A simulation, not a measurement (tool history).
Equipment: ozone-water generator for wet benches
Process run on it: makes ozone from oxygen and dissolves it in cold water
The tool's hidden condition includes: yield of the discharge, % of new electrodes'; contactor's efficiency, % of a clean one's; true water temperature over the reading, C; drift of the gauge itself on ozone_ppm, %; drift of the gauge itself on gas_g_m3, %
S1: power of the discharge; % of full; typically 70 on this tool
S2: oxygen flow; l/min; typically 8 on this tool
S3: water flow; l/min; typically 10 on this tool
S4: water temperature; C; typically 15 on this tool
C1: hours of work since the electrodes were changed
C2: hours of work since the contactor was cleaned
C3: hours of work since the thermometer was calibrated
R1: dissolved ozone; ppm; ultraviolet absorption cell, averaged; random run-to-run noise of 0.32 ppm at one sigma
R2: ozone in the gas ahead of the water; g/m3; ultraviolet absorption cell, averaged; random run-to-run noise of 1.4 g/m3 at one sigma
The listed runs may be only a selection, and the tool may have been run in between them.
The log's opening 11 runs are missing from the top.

run	hour	S1	S2	S3	S4	C1	C2	C3	R1	R2
12	399.4	70	8	7	15	564	1390	1390	60.2	261.6
13	439.7	70	8	7	15	596	1422	1422	59	260.5
14	464.2	70	8	7	15	616	1442	1442	59.5	261.9
15	498.4	70	8	7	15	643	1469	1469	59.4	262.1
16	530.2	70	8	10	15	668	1494	1494	50.4	262.1
17	567.6	70	8	10	15	698	1524	1524	50.2	260.8
18	606.9	70	8	10	15	729	1555	1555	50.4	261.1
19	637.2	70	8	10	15	753	1579	1579	50.8	259.3
20	677	63	8	10	11	785	1611	1611	52	244.7
21	722	63	8	10	12	820	1646	1646	50.8	244.8
22	743	70	8	16	9	837	1663	1663	42	260.1
23	784.6	70	8	16	9	870	1696	1696	42.2	260.9
24	831.5	70	8	16	9	907	1733	1733	42.4	260.4
25	878.9	70	8	8	15	945	1771	1771	55.7	262.5
26	906.7	70	12.49	10	13	967	1793	1793	46.6	204.2
27	953.3	45	6.36	13	13	1004	1830	1830	36.5	232
28	974.6	45	6.36	13	13	1021	1847	1847	36.3	230.5
29	994.9	57	6.16	10	18	1037	1863	1863	44.6	269.1
30	1033.1	57	11.39	10	10	1067	1893	1893	45.5	190.7
31	1071.4	75	8	10	15	1098	1924	1924	52.2	271.8
32	1096.2	75	8	10	15	1117	1943	1943	52.2	270.4
33	1144.1	45	8	10	15	1155	1981	1981	39.2	200.7

Consider 4 possible next runs. They are alternatives, not a sequence: every one starts from the tool as it was left by run 33. What does each give?
A	1175.5	63	8	6	15	1180	2006	2006	?	?
B	1175.5	98	8	10	17	1180	2006	2006	?	?
C	1175.5	61	11.01	8	15	1180	2006	2006	?	?
D	1175.5	45	5.75	12	17	1180	2006	2006	?	?

run	R1	R2
A	59.4	246.8
B	58.7	315.5
C	46.6	201.6
D	36.4	245.8
Take away the tool's hidden state, keep each run's random variation, and the runs would have read:
run	R1	R2
A	59.4	246.9
B	58.8	315.6
C	46.6	201.7
D	36.4	245.8
